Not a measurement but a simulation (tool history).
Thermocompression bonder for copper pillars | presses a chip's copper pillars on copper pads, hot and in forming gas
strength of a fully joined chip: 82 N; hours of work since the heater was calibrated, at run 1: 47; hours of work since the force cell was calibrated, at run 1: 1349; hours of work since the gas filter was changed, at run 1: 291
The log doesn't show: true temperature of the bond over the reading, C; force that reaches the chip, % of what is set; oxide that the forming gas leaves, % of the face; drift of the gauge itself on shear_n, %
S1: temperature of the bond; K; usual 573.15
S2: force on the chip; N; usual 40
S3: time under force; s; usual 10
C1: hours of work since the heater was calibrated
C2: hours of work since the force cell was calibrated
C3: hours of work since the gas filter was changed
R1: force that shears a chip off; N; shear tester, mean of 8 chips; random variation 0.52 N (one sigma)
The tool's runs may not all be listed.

run,hour,S1,S2,S3,C1,C2,C3,R1
1,0.0,573.15,40,10,47,1349,291,42.3
2,37.8,573.15,40,21,67,1369,311,53.5
3,73.9,573.15,40,21,86,1388,330,52.3
4,119.5,573.15,40,21,111,1413,355,52.1
5,186.6,573.15,40,21,147,1448,391,51.9
6,230.4,573.15,32,10,170,1472,414,36.0
# hour 269.0: forming gas filter changed
7,300.6,573.15,32,10,207,1509,17,38.7
8,345.7,573.15,39,10,231,1533,41,44.2
9,398.7,549.15,39,10,260,1562,69,32.7
10,444.2,549.15,39,10,284,1586,94,32.5
11,504.4,573.15,40,10,316,1618,126,43.9
12,583.6,573.15,40,10,359,1660,168,44.3
# hour 621.7: force cell calibrated
13,654.1,573.15,40,10,396,17,205,40.6
14,701.6,573.15,40,10,421,43,230,40.8
15,764.0,573.15,40,10,454,76,264,40.4
# hour 773.6: heater calibrated with a thermocouple chip
16,832.4,573.15,40,10,31,112,299,40.1
17,876.7,573.15,40,10,55,135,323,39.8
# hour 894.2: heater calibrated with a thermocouple chip, once more
18,947.3,573.15,40,10,28,172,360,40.5
19,1025.0,573.15,40,10,70,213,401,39.8
20,1068.8,573.15,40,30,93,237,425,54.1
# hour 1087.9: forming gas filter changed
21,1139.9,582.15,58,30,131,275,28,73.2
22,1197.0,578.15,25,23,162,305,58,42.5
23,1243.9,598.15,25,23,187,330,83,52.5
24,1309.7,547.15,26,27,222,365,119,31.7
25,1391.7,547.15,26,27,266,409,162,31.1
26,1475.2,573.15,40,6,310,454,207,34.8
27,1536.4,577.15,40,6,343,487,240,35.8
28,1575.2,575.15,46,24,364,507,261,57.2
29,1622.8,598.15,40,12,389,533,286,55.2
30,1701.5,598.15,40,12,431,575,328,53.5
31,1738.2,573.15,50,19,451,595,348,54.2
32,1777.5,562.15,50,10,472,616,369,40.6
33,1842.8,573.15,54,10,507,650,404,48.0
# hour 1900.7: forming gas filter changed
34,1909.7,576.15,42,10,542,686,5,45.6
35,1994.0,552.15,27,11,587,731,50,23.9
36,2052.3,567.15,51,10,619,762,81,46.6
37,2133.2,567.15,51,22,662,805,124,56.7
38,2217.7,549.15,26,22,707,851,169,28.5
39,2272.5,555.15,37,6,736,880,199,25.1

4 ways to go on from here, each from the tool as it stands after run 39. What would each give?
A,2316.1,573.15,55,18,760,903,222,?
B,2316.1,579.15,51,7,760,903,222,?
C,2316.1,576.15,40,10,760,903,222,?
D,2316.1,592.15,60,12,760,903,222,?

run,R1
A,57.9
B,45.7
C,41.1
D,63.9
Without the tool's hidden state the same runs would have given:
run,R1
A,61.8
B,49.1
C,44.2
D,67.8

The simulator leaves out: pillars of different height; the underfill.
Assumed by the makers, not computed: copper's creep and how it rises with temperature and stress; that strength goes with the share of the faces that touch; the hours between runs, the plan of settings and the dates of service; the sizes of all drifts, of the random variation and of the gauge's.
